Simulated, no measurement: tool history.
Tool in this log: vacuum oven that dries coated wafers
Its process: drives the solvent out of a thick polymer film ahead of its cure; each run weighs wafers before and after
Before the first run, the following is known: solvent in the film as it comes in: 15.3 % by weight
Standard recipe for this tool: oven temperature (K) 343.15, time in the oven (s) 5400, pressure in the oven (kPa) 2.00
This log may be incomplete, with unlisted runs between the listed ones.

Run 1, hour 0.0: usual settings. Result: solvent left in the film (%) 2.86.
Run 2, hour 27.7: usual settings. Result: solvent left in the film (%) 2.91.
Run 3, hour 49.0: usual settings. Result: solvent left in the film (%) 2.87.
Run 4, hour 66.3: usual settings. Result: solvent left in the film (%) 2.85.
Run 5, hour 94.5: usual settings. Result: solvent left in the film (%) 2.86.
Run 6, hour 122.8: usual settings. Result: solvent left in the film (%) 2.93.
Run 7, hour 160.4: usual settings. Result: solvent left in the film (%) 2.86.
Run 8, hour 178.8: usual settings. Result: solvent left in the film (%) 2.88.
Run 9, hour 214.1: usual settings. Result: solvent left in the film (%) 2.88.
Run 10, hour 234.1: usual settings. Result: solvent left in the film (%) 2.85.
Run 11, hour 252.2: usual settings. Result: solvent left in the film (%) 2.84.
Run 12, hour 282.4: usual settings. Result: solvent left in the film (%) 2.83.
Run 13, hour 304.0: usual settings. Result: solvent left in the film (%) 2.88.
Run 14, hour 325.0: usual settings. Result: solvent left in the film (%) 2.89.
Run 15, hour 361.2: usual settings but oven temperature (K) 351.15. Result: solvent left in the film (%) 1.62.
Run 16, hour 378.7: usual settings but oven temperature (K) 341.15. Result: solvent left in the film (%) 3.36.
Run 17, hour 413.9: usual settings but pressure in the oven (kPa) 3.31. Result: solvent left in the film (%) 4.07.
Run 18, hour 446.0: usual settings but pressure in the oven (kPa) 3.31. Result: solvent left in the film (%) 4.11.
Run 19, hour 479.3: usual settings but pressure in the oven (kPa) 1.89. Result: solvent left in the film (%) 2.76.
Run 20, hour 517.0: usual settings but pressure in the oven (kPa) 1.89. Result: solvent left in the film (%) 2.70.
At hour 520.4: vacuum gauge cleaned of residue and calibrated.
Run 21, hour 547.7: usual settings but pressure in the oven (kPa) 1.89. Result: solvent left in the film (%) 2.80.
Run 22, hour 573.9: usual settings but oven temperature (K) 332.15. Result: solvent left in the film (%) 6.38.
Run 23, hour 606.9: usual settings but pressure in the oven (kPa) 2.02. Result: solvent left in the film (%) 2.88.
Run 24, hour 640.5: usual settings but time in the oven (s) 3240, pressure in the oven (kPa) 7.25. Result: solvent left in the film (%) 8.57.
Run 25, hour 665.2: usual settings but time in the oven (s) 3240, pressure in the oven (kPa) 7.25. Result: solvent left in the film (%) 8.52.
Run 26, hour 692.4: usual settings but oven temperature (K) 332.15, pressure in the oven (kPa) 4.49. Result: solvent left in the film (%) 9.37.
At hour 708.3: vacuum gauge cleaned of residue and calibrated, once more.
Run 27, hour 722.0: usual settings but oven temperature (K) 332.15, pressure in the oven (kPa) 4.49. Result: solvent left in the film (%) 9.05.
Run 28, hour 752.8: usual settings but oven temperature (K) 332.15, time in the oven (s) 8640, pressure in the oven (kPa) 2.38. Result: solvent left in the film (%) 5.12.
Run 29, hour 785.4: usual settings but oven temperature (K) 332.15, time in the oven (s) 8640, pressure in the oven (kPa) 2.38. Result: solvent left in the film (%) 5.04.
Run 30, hour 815.1: usual settings but oven temperature (K) 335.15, time in the oven (s) 8640, pressure in the oven (kPa) 5.20. Result: solvent left in the film (%) 7.79.
Run 31, hour 833.2: usual settings but oven temperature (K) 352.15, time in the oven (s) 8160, pressure in the oven (kPa) 5.20. Result: solvent left in the film (%) 3.50.
Run 32, hour 862.2: usual settings but oven temperature (K) 344.15, time in the oven (s) 8640. Result: solvent left in the film (%) 1.98.
Run 33, hour 883.7: usual settings but oven temperature (K) 344.15, time in the oven (s) 4860, pressure in the oven (kPa) 2.58. Result: solvent left in the film (%) 3.16.
Run 34, hour 920.1: usual settings but oven temperature (K) 347.15, time in the oven (s) 4860, pressure in the oven (kPa) 1.94. Result: solvent left in the film (%) 2.00.
Run 35, hour 942.1: usual settings but oven temperature (K) 336.15, time in the oven (s) 9660, pressure in the oven (kPa) 1.85. Result: solvent left in the film (%) 3.02.
Run 36, hour 967.7: usual settings but oven temperature (K) 337.15, time in the oven (s) 5640, pressure in the oven (kPa) 2.89. Result: solvent left in the film (%) 5.14.
Run 37, hour 1000.3: usual settings but oven temperature (K) 356.15, time in the oven (s) 3240, pressure in the oven (kPa) 2.89. Result: solvent left in the film (%) 1.86.
Run 38, hour 1030.0: usual settings but oven temperature (K) 356.15, time in the oven (s) 6480, pressure in the oven (kPa) 2.89. Result: solvent left in the film (%) 1.65.
Run 39, hour 1047.1: usual settings but pressure in the oven (kPa) 1.05. Result: solvent left in the film (%) 1.79.
Run 40, hour 1075.7: usual settings but oven temperature (K) 342.15, time in the oven (s) 8100. Result: solvent left in the film (%) 2.29.
Run 41, hour 1102.5: usual settings but oven temperature (K) 342.15, time in the oven (s) 8100. Result: solvent left in the film (%) 2.29.
Run 42, hour 1133.4: usual settings but oven temperature (K) 342.15, time in the oven (s) 8100. Result: solvent left in the film (%) 2.22.
Run 43, hour 1154.8: usual settings but oven temperature (K) 336.15, time in the oven (s) 3540. Result: solvent left in the film (%) 6.09.
At hour 1189.0: oven's thermocouples calibrated.
Run 44, hour 1189.1: usual settings but oven temperature (K) 336.15, time in the oven (s) 3540. Result: solvent left in the film (%) 6.58.
Run 45, hour 1224.3: usual settings but oven temperature (K) 336.15, time in the oven (s) 3540. Result: solvent left in the film (%) 6.64.
Run 46, hour 1256.5: usual settings but oven temperature (K) 336.15, time in the oven (s) 3540. Result: solvent left in the film (%) 6.57.

Here are 3 independent what-if runs from the current tool condition. What would each one return?
Run A, hour 1285.4: usual settings but oven temperature (K) 330.15, time in the oven (s) 3540, pressure in the oven (kPa) 1.67. Result: solvent left in the film (%) ?.
Run B, hour 1285.4: usual settings but oven temperature (K) 344.15, time in the oven (s) 6660, pressure in the oven (kPa) 1.36. Result: solvent left in the film (%) ?.
Run C, hour 1285.4: usual settings but oven temperature (K) 336.15, time in the oven (s) 5040. Result: solvent left in the film (%) ?.

run  solvent left in the film (%)
  A                          8.44
  B                          1.77
  C                          5.30
Without the tool's hidden state the same runs would have given:
run  solvent left in the film (%)
  A                          8.31
  B                          1.69
  C                          5.17
